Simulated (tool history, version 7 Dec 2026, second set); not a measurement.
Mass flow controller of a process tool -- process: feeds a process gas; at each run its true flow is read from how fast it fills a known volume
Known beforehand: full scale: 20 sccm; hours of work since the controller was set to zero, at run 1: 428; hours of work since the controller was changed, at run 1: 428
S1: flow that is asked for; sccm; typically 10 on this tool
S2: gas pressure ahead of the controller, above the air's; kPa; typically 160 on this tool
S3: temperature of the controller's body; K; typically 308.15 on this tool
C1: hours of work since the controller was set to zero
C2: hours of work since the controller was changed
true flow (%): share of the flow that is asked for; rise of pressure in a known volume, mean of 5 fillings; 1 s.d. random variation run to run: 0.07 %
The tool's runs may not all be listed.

{"run": 1, "day": 0.0, "S1": 10, "S2": 160, "S3": 308.15, "C1": 428, "C2": 428, "true flow (%)": 98.66}
{"run": 2, "day": 8.821, "S1": 10, "S2": 160, "S3": 308.15, "C1": 546, "C2": 546, "true flow (%)": 98.66}
{"run": 3, "day": 15.633, "S1": 10, "S2": 160, "S3": 297.15, "C1": 637, "C2": 637, "true flow (%)": 99.71}
{"run": 4, "day": 22.392, "S1": 10, "S2": 160, "S3": 297.15, "C1": 728, "C2": 728, "true flow (%)": 99.89}
{"run": 5, "day": 35.575, "S1": 10, "S2": 160, "S3": 297.15, "C1": 904, "C2": 904, "true flow (%)": 99.98}
{"run": 6, "day": 47.371, "S1": 10, "S2": 160, "S3": 297.15, "C1": 1062, "C2": 1062, "true flow (%)": 100.11}
{"run": 7, "day": 59.612, "S1": 10, "S2": 160, "S3": 308.15, "C1": 1226, "C2": 1226, "true flow (%)": 98.97}
{"run": 8, "day": 73.488, "S1": 10, "S2": 172, "S3": 308.15, "C1": 1412, "C2": 1412, "true flow (%)": 99.11}
{"run": 9, "day": 86.933, "S1": 10, "S2": 172, "S3": 308.15, "C1": 1592, "C2": 1592, "true flow (%)": 99.07}
{"run": 10, "day": 99.225, "S1": 10, "S2": 160, "S3": 308.15, "C1": 1757, "C2": 1757, "true flow (%)": 99.35}
{"run": 11, "day": 110.696, "S1": 10, "S2": 160, "S3": 308.15, "C1": 1911, "C2": 1911, "true flow (%)": 99.46}
{"run": 12, "day": 116.604, "S1": 10, "S2": 173, "S3": 308.15, "C1": 1990, "C2": 1990, "true flow (%)": 99.36}
{"run": 13, "day": 126.1, "S1": 10, "S2": 214, "S3": 308.15, "C1": 2117, "C2": 2117, "true flow (%)": 99.21}
{"run": 14, "day": 131.962, "S1": 10, "S2": 185, "S3": 308.15, "C1": 2196, "C2": 2196, "true flow (%)": 99.49}
{"run": 15, "day": 144.296, "S1": 10, "S2": 185, "S3": 308.15, "C1": 2361, "C2": 2361, "true flow (%)": 99.57}
{"run": 16, "day": 155.15, "S1": 10, "S2": 160, "S3": 305.15, "C1": 2506, "C2": 2506, "true flow (%)": 100.17}
{"run": 17, "day": 164.783, "S1": 10, "S2": 160, "S3": 305.15, "C1": 2636, "C2": 2636, "true flow (%)": 100.2}
{"run": 18, "day": 177.65, "S1": 10, "S2": 144, "S3": 308.15, "C1": 2808, "C2": 2808, "true flow (%)": 100.0}
{"run": 19, "day": 183.421, "S1": 10, "S2": 160, "S3": 308.15, "C1": 2885, "C2": 2885, "true flow (%)": 100.07}
{"run": 20, "day": 194.104, "S1": 11, "S2": 160, "S3": 308.15, "C1": 3028, "C2": 3028, "true flow (%)": 100.03}
{"run": 21, "day": 206.729, "S1": 11, "S2": 160, "S3": 304.15, "C1": 3198, "C2": 3198, "true flow (%)": 100.51}
{"run": 22, "day": 216.754, "S1": 11, "S2": 141, "S3": 304.15, "C1": 3332, "C2": 3332, "true flow (%)": 100.78}
{"run": 23, "day": 226.858, "S1": 11, "S2": 141, "S3": 304.15, "C1": 3467, "C2": 3467, "true flow (%)": 100.77}
{"run": 24, "day": 238.304, "S1": 11, "S2": 141, "S3": 304.15, "C1": 3621, "C2": 3621, "true flow (%)": 101.01}
{"run": 25, "day": 250.671, "S1": 16, "S2": 160, "S3": 308.15, "C1": 3786, "C2": 3786, "true flow (%)": 100.57}
{"run": 26, "day": 257.162, "S1": 10, "S2": 232, "S3": 294.15, "C1": 3873, "C2": 3873, "true flow (%)": 101.77}
{"run": 27, "day": 270.942, "S1": 10, "S2": 198, "S3": 306.15, "C1": 4058, "C2": 4058, "true flow (%)": 100.84}
{"run": 28, "day": 284.288, "S1": 6, "S2": 148, "S3": 310.15, "C1": 4237, "C2": 4237, "true flow (%)": 101.6}
{"run": 29, "day": 294.479, "S1": 11, "S2": 196, "S3": 305.15, "C1": 4373, "C2": 4373, "true flow (%)": 100.83}
{"run": 30, "day": 305.621, "S1": 11, "S2": 196, "S3": 305.15, "C1": 4523, "C2": 4523, "true flow (%)": 100.98}
{"run": 31, "day": 316.446, "S1": 4, "S2": 150, "S3": 304.15, "C1": 4668, "C2": 4668, "true flow (%)": 104.36}
{"run": 32, "day": 322.946, "S1": 9, "S2": 264, "S3": 299.15, "C1": 4755, "C2": 4755, "true flow (%)": 101.59}
{"run": 33, "day": 331.267, "S1": 6, "S2": 180, "S3": 305.15, "C1": 4866, "C2": 4866, "true flow (%)": 102.63}
{"run": 34, "day": 344.783, "S1": 5, "S2": 160, "S3": 297.15, "C1": 5047, "C2": 5047, "true flow (%)": 104.34}
{"run": 35, "day": 354.042, "S1": 5, "S2": 160, "S3": 297.15, "C1": 5172, "C2": 5172, "true flow (%)": 104.49}
{"run": 36, "day": 366.433, "S1": 16, "S2": 201, "S3": 306.15, "C1": 5338, "C2": 5338, "true flow (%)": 101.05}
{"run": 37, "day": 373.421, "S1": 10, "S2": 162, "S3": 305.15, "C1": 5431, "C2": 5431, "true flow (%)": 101.99}

Each row is a separate what-if for the run after 37, all from the same tool condition, not one after another. Results?
{"run": "A", "day": 379.171, "S1": 3, "S2": 274, "S3": 310.15, "C1": 5508, "C2": 5508, "true flow (%)": "?"}
{"run": "B", "day": 379.171, "S1": 13, "S2": 160, "S3": 308.15, "C1": 5508, "C2": 5508, "true flow (%)": "?"}
{"run": "C", "day": 379.171, "S1": 4, "S2": 185, "S3": 294.15, "C1": 5508, "C2": 5508, "true flow (%)": "?"}
{"run": "D", "day": 379.171, "S1": 10, "S2": 160, "S3": 300.15, "C1": 5508, "C2": 5508, "true flow (%)": "?"}
{"run": "E", "day": 379.171, "S1": 14, "S2": 253, "S3": 307.15, "C1": 5508, "C2": 5508, "true flow (%)": "?"}

run=A true_flow_(%)=105.74
run=B true_flow_(%)=101.26
run=C true_flow_(%)=106.01
run=D true_flow_(%)=102.59
run=E true_flow_(%)=100.72
Stripped of hidden state, with their random variation kept, the same runs would have yielded:
run=A true_flow_(%)=96.95
run=B true_flow_(%)=98.64
run=C true_flow_(%)=99.23
run=D true_flow_(%)=99.41
run=E true_flow_(%)=98.23
